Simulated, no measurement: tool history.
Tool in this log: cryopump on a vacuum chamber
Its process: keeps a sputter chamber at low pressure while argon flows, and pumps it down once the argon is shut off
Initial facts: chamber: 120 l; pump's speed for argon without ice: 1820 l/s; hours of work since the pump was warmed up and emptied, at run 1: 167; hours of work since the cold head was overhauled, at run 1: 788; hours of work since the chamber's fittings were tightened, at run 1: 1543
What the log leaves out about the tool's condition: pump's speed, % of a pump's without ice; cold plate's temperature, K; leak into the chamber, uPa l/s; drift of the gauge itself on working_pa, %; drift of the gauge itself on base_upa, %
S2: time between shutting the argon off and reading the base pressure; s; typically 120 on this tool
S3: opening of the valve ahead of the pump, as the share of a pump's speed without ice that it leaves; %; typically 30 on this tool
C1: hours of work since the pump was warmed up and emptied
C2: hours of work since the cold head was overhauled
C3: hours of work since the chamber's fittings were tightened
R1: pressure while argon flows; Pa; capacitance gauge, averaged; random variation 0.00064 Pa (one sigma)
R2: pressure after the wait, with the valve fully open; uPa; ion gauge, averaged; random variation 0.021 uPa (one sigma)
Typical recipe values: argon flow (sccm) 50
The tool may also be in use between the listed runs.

{"run": 1, "hour": 0.0, "argon flow (sccm)": 50, "S2": 120, "S3": 30, "C1": 167, "C2": 788, "C3": 1543, "R1": 0.1573, "R2": 0.71}
{"run": 2, "hour": 86.5, "argon flow (sccm)": 76, "S2": 120, "S3": 30, "C1": 201, "C2": 822, "C3": 1578, "R1": 0.2411, "R2": 0.74}
{"run": 3, "hour": 154.8, "argon flow (sccm)": 76, "S2": 120, "S3": 30, "C1": 229, "C2": 850, "C3": 1605, "R1": 0.24, "R2": 0.77}
{"run": 4, "hour": 242.2, "argon flow (sccm)": 76, "S2": 120, "S3": 30, "C1": 264, "C2": 885, "C3": 1640, "R1": 0.2416, "R2": 0.71}
{"run": 5, "hour": 309.2, "argon flow (sccm)": 50, "S2": 268, "S3": 30, "C1": 291, "C2": 911, "C3": 1667, "R1": 0.1583, "R2": 0.53}
{"run": 6, "hour": 378.6, "argon flow (sccm)": 50, "S2": 268, "S3": 30, "C1": 318, "C2": 939, "C3": 1695, "R1": 0.1607, "R2": 0.55}
{"run": 7, "hour": 460.1, "argon flow (sccm)": 50, "S2": 120, "S3": 42, "C1": 351, "C2": 972, "C3": 1727, "R1": 0.116, "R2": 0.79}
{"run": 8, "hour": 579.8, "argon flow (sccm)": 50, "S2": 120, "S3": 30, "C1": 399, "C2": 1020, "C3": 1775, "R1": 0.161, "R2": 0.77}
{"run": 9, "hour": 644.4, "argon flow (sccm)": 50, "S2": 120, "S3": 30, "C1": 425, "C2": 1046, "C3": 1801, "R1": 0.162, "R2": 0.76}
{"run": 10, "hour": 705.8, "argon flow (sccm)": 50, "S2": 120, "S3": 30, "C1": 449, "C2": 1070, "C3": 1826, "R1": 0.1624, "R2": 0.84}
{"run": 11, "hour": 757.4, "argon flow (sccm)": 41, "S2": 120, "S3": 30, "C1": 470, "C2": 1091, "C3": 1846, "R1": 0.1343, "R2": 0.76}
{"run": 12, "hour": 857.9, "argon flow (sccm)": 41, "S2": 120, "S3": 30, "C1": 510, "C2": 1131, "C3": 1886, "R1": 0.1345, "R2": 0.77}
{"run": 13, "hour": 913.6, "argon flow (sccm)": 41, "S2": 120, "S3": 30, "C1": 533, "C2": 1153, "C3": 1909, "R1": 0.1342, "R2": 0.82}
{"run": 14, "hour": 1026.5, "argon flow (sccm)": 26, "S2": 120, "S3": 30, "C1": 578, "C2": 1199, "C3": 1954, "R1": 0.0863, "R2": 0.82}
{"hour": 1052.1, "done": "pump warmed up, emptied and cooled again"}
{"run": 15, "hour": 1144.2, "argon flow (sccm)": 26, "S2": 120, "S3": 30, "C1": 37, "C2": 1244, "C3": 1999, "R1": 0.0817, "R2": 0.83}
{"run": 16, "hour": 1225.3, "argon flow (sccm)": 50, "S2": 120, "S3": 33, "C1": 69, "C2": 1276, "C3": 2032, "R1": 0.1421, "R2": 0.77}
{"run": 17, "hour": 1310.6, "argon flow (sccm)": 50, "S2": 75, "S3": 33, "C1": 104, "C2": 1310, "C3": 2066, "R1": 0.1428, "R2": 0.98}
{"run": 18, "hour": 1361.6, "argon flow (sccm)": 50, "S2": 75, "S3": 33, "C1": 124, "C2": 1331, "C3": 2086, "R1": 0.1426, "R2": 1}
{"run": 19, "hour": 1458.0, "argon flow (sccm)": 43, "S2": 70, "S3": 24, "C1": 163, "C2": 1369, "C3": 2125, "R1": 0.1692, "R2": 0.98}
{"run": 20, "hour": 1528.9, "argon flow (sccm)": 43, "S2": 70, "S3": 24, "C1": 191, "C2": 1398, "C3": 2153, "R1": 0.1685, "R2": 1.04}
{"run": 21, "hour": 1626.2, "argon flow (sccm)": 54, "S2": 70, "S3": 24, "C1": 230, "C2": 1437, "C3": 2192, "R1": 0.212, "R2": 1.01}
{"run": 22, "hour": 1715.2, "argon flow (sccm)": 35, "S2": 153, "S3": 29, "C1": 266, "C2": 1472, "C3": 2228, "R1": 0.1153, "R2": 0.73}
{"run": 23, "hour": 1775.8, "argon flow (sccm)": 36, "S2": 170, "S3": 24, "C1": 290, "C2": 1497, "C3": 2252, "R1": 0.1427, "R2": 0.74}
{"run": 24, "hour": 1861.4, "argon flow (sccm)": 50, "S2": 139, "S3": 30, "C1": 324, "C2": 1531, "C3": 2286, "R1": 0.1604, "R2": 0.78}
{"run": 25, "hour": 1972.3, "argon flow (sccm)": 37, "S2": 120, "S3": 30, "C1": 368, "C2": 1575, "C3": 2331, "R1": 0.1195, "R2": 0.86}
{"run": 26, "hour": 2040.2, "argon flow (sccm)": 37, "S2": 26, "S3": 17, "C1": 396, "C2": 1603, "C3": 2358, "R1": 0.2062, "R2": 2.11}
{"run": 27, "hour": 2117.2, "argon flow (sccm)": 26, "S2": 296, "S3": 49, "C1": 427, "C2": 1633, "C3": 2389, "R1": 0.0533, "R2": 0.66}
{"run": 28, "hour": 2215.7, "argon flow (sccm)": 73, "S2": 23, "S3": 49, "C1": 466, "C2": 1673, "C3": 2428, "R1": 0.15, "R2": 2.26}
{"run": 29, "hour": 2325.6, "argon flow (sccm)": 73, "S2": 32, "S3": 49, "C1": 510, "C2": 1717, "C3": 2472, "R1": 0.1513, "R2": 1.79}
{"run": 30, "hour": 2423.9, "argon flow (sccm)": 73, "S2": 32, "S3": 49, "C1": 549, "C2": 1756, "C3": 2512, "R1": 0.1515, "R2": 1.77}
{"run": 31, "hour": 2481.7, "argon flow (sccm)": 73, "S2": 32, "S3": 49, "C1": 573, "C2": 1779, "C3": 2535, "R1": 0.1518, "R2": 1.85}
{"hour": 2515.7, "done": "pump warmed up, emptied and cooled again"}
{"run": 32, "hour": 2597.1, "argon flow (sccm)": 85, "S2": 120, "S3": 30, "C1": 33, "C2": 1824, "C3": 2579, "R1": 0.2646, "R2": 0.86}
{"run": 33, "hour": 2666.0, "argon flow (sccm)": 21, "S2": 236, "S3": 30, "C1": 60, "C2": 1851, "C3": 2607, "R1": 0.0659, "R2": 0.69}
{"run": 34, "hour": 2757.6, "argon flow (sccm)": 46, "S2": 120, "S3": 42, "C1": 97, "C2": 1888, "C3": 2643, "R1": 0.1034, "R2": 0.89}
{"run": 35, "hour": 2820.8, "argon flow (sccm)": 46, "S2": 241, "S3": 42, "C1": 122, "C2": 1913, "C3": 2669, "R1": 0.1036, "R2": 0.66}

Consider 3 possible next runs. They are alternatives, not a sequence: every one starts from the tool as it was left by run 35. What does each give?
{"run": "A", "hour": 2906.8, "argon flow (sccm)": 50, "S2": 120, "S3": 19, "C1": 157, "C2": 1948, "C3": 2703, "R1": "?", "R2": "?"}
{"run": "B", "hour": 2906.8, "argon flow (sccm)": 50, "S2": 56, "S3": 39, "C1": 157, "C2": 1948, "C3": 2703, "R1": "?", "R2": "?"}
{"run": "C", "hour": 2906.8, "argon flow (sccm)": 46, "S2": 69, "S3": 42, "C1": 157, "C2": 1948, "C3": 2703, "R1": "?", "R2": "?"}

run=A R1=0.2474 R2=0.84
run=B R1=0.1216 R2=1.21
run=C R1=0.1052 R2=1.1
What these runs would have given with no unlogged condition in the tool:
run=A R1=0.2443 R2=0.48
run=B R1=0.1185 R2=0.86
run=C R1=0.1023 R2=0.74

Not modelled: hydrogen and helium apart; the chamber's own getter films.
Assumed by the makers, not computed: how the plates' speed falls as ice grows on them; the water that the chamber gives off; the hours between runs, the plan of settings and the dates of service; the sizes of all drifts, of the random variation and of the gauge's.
